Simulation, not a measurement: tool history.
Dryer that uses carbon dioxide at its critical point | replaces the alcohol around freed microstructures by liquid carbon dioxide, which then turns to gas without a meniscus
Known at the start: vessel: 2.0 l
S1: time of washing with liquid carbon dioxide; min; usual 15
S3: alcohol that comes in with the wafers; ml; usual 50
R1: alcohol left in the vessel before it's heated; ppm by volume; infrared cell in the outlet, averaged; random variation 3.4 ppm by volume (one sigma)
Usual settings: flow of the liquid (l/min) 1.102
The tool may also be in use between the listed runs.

Run 1, hour 0.0: usual settings. Result: R1 127 ppm by volume.
Run 2, hour 66.1: usual settings. Result: R1 83 ppm by volume.
Run 3, hour 122.7: usual settings but flow of the liquid (l/min) 0.740. Result: R1 505 ppm by volume.
Run 4, hour 192.3: usual settings but flow of the liquid (l/min) 1.640. Result: R1 39 ppm by volume.
Run 5, hour 258.4: usual settings but flow of the liquid (l/min) 1.640, S3 32 ml. Result: R1 35 ppm by volume.
Run 6, hour 313.4: usual settings. Result: R1 94 ppm by volume.
Run 7, hour 364.9: usual settings. Result: R1 104 ppm by volume.
Run 8, hour 425.6: usual settings but S3 31 ml. Result: R1 82 ppm by volume.
Run 9, hour 482.1: usual settings but S1 23 min, S3 31 ml. Result: R1 43 ppm by volume.
Run 10, hour 529.3: usual settings but S1 10 min. Result: R1 559 ppm by volume.
Run 11, hour 576.7: usual settings but S1 10 min. Result: R1 574 ppm by volume.
Run 12, hour 639.6: usual settings. Result: R1 126 ppm by volume.
Run 13, hour 705.7: usual settings. Result: R1 122 ppm by volume.
Run 14, hour 738.2: usual settings. Result: R1 131 ppm by volume.
Run 15, hour 811.2: usual settings. Result: R1 95 ppm by volume.
Run 16, hour 843.3: usual settings. Result: R1 101 ppm by volume.
Run 17, hour 893.4: usual settings. Result: R1 109 ppm by volume.
Run 18, hour 945.6: usual settings. Result: R1 107 ppm by volume.
Run 19, hour 998.3: usual settings. Result: R1 67 ppm by volume.
Run 20, hour 1050.7: usual settings. Result: R1 66 ppm by volume.
Run 21, hour 1101.8: usual settings but flow of the liquid (l/min) 1.030. Result: R1 99 ppm by volume.
Run 22, hour 1139.9: usual settings. Result: R1 74 ppm by volume.
Run 23, hour 1206.6: usual settings. Result: R1 70 ppm by volume.
Run 24, hour 1257.0: usual settings. Result: R1 72 ppm by volume.
Run 25, hour 1303.1: usual settings but S1 12 min, flow of the liquid (l/min) 0.770, S3 103 ml. Result: R1 1938 ppm by volume.
Run 26, hour 1354.5: usual settings but S1 19 min, flow of the liquid (l/min) 1.350, S3 35 ml. Result: R1 18 ppm by volume.
Run 27, hour 1418.3: usual settings but S1 19 min, flow of the liquid (l/min) 1.350, S3 35 ml. Result: R1 20 ppm by volume.
Run 28, hour 1461.8: usual settings but S1 10 min, flow of the liquid (l/min) 1.350, S3 35 ml. Result: R1 163 ppm by volume.
Run 29, hour 1510.1: usual settings but S1 13 min, S3 21 ml. Result: R1 87 ppm by volume.
Run 30, hour 1575.2: usual settings but flow of the liquid (l/min) 0.970, S3 69 ml. Result: R1 233 ppm by volume.
Run 31, hour 1617.3: usual settings but S1 10 min, flow of the liquid (l/min) 1.440, S3 26 ml. Result: R1 103 ppm by volume.
Run 32, hour 1682.0: usual settings but S1 10 min, flow of the liquid (l/min) 0.770, S3 49 ml. Result: R1 1805 ppm by volume.
Run 33, hour 1751.3: usual settings but S1 13 min, flow of the liquid (l/min) 1.200, S3 109 ml. Result: R1 275 ppm by volume.
Run 34, hour 1813.9: usual settings but S1 20 min, flow of the liquid (l/min) 0.890, S3 39 ml. Result: R1 80 ppm by volume.
Run 35, hour 1873.3: usual settings but S1 20 min, flow of the liquid (l/min) 1.710, S3 60 ml. Result: R1 34 ppm by volume.
Run 36, hour 1938.2: usual settings but flow of the liquid (l/min) 0.760. Result: R1 426 ppm by volume.
Run 37, hour 1997.4: usual settings but flow of the liquid (l/min) 0.760. Result: R1 438 ppm by volume.
Run 38, hour 2051.4: usual settings but S1 17 min, flow of the liquid (l/min) 1.480. Result: R1 37 ppm by volume.
Run 39, hour 2116.7: usual settings but S1 17 min, flow of the liquid (l/min) 1.480. Result: R1 35 ppm by volume.
Run 40, hour 2177.9: usual settings but S1 11 min, flow of the liquid (l/min) 1.850. Result: R1 50 ppm by volume.
Run 41, hour 2222.2: usual settings but S1 14 min, flow of the liquid (l/min) 1.280, S3 39 ml. Result: R1 65 ppm by volume.
Run 42, hour 2293.2: usual settings but S1 13 min, flow of the liquid (l/min) 1.280, S3 39 ml. Result: R1 80 ppm by volume.
Run 43, hour 2362.3: usual settings but S1 13 min, flow of the liquid (l/min) 1.280, S3 39 ml. Result: R1 81 ppm by volume.
Run 44, hour 2397.4: usual settings but S1 16 min, flow of the liquid (l/min) 1.280, S3 52 ml. Result: R1 52 ppm by volume.
Run 45, hour 2440.8: usual settings but S1 16 min, flow of the liquid (l/min) 1.010, S3 52 ml. Result: R1 130 ppm by volume.
Run 46, hour 2508.3: usual settings but S1 17 min, flow of the liquid (l/min) 1.250, S3 39 ml. Result: R1 46 ppm by volume.
Run 47, hour 2551.9: usual settings but S1 10 min, flow of the liquid (l/min) 1.770, S3 39 ml. Result: R1 77 ppm by volume.

Taken out of this log: 4 entries between the listed runs. Where each belongs, and how the hidden state differs across it:
Between runs 1 and 2: inlet filter changed (hour 4.9)
  flow that reaches the vessel past the clogged filter, %: 89.9 -> 98.5; alcohol in the recycled carbon dioxide, ppm: 30 -> 31.4
  measured less the result without the state, R1: +69 -> +31 ppm by volume
Between runs 14 and 15: purifier's bed changed (hour 753.5)
  flow that reaches the vessel past the clogged filter, %: 91.3 -> 90.6; alcohol in the recycled carbon dioxide, ppm: 45.1 -> 7.8
  measured less the result without the state, R1: +76 -> +42 ppm by volume
Between runs 18 and 19: inlet filter changed (hour 966.7)
  flow that reaches the vessel past the clogged filter, %: 89.2 -> 99.7; alcohol in the recycled carbon dioxide, ppm: 10.5 -> 11.6
  measured less the result without the state, R1: +54 -> +7 ppm by volume
Between runs 35 and 36: inlet filter changed (hour 1925.4)
  flow that reaches the vessel past the clogged filter, %: 90.2 -> 99.7; alcohol in the recycled carbon dioxide, ppm: 29.4 -> 30.8
  measured less the result without the state, R1: +24 -> +31 ppm by volume
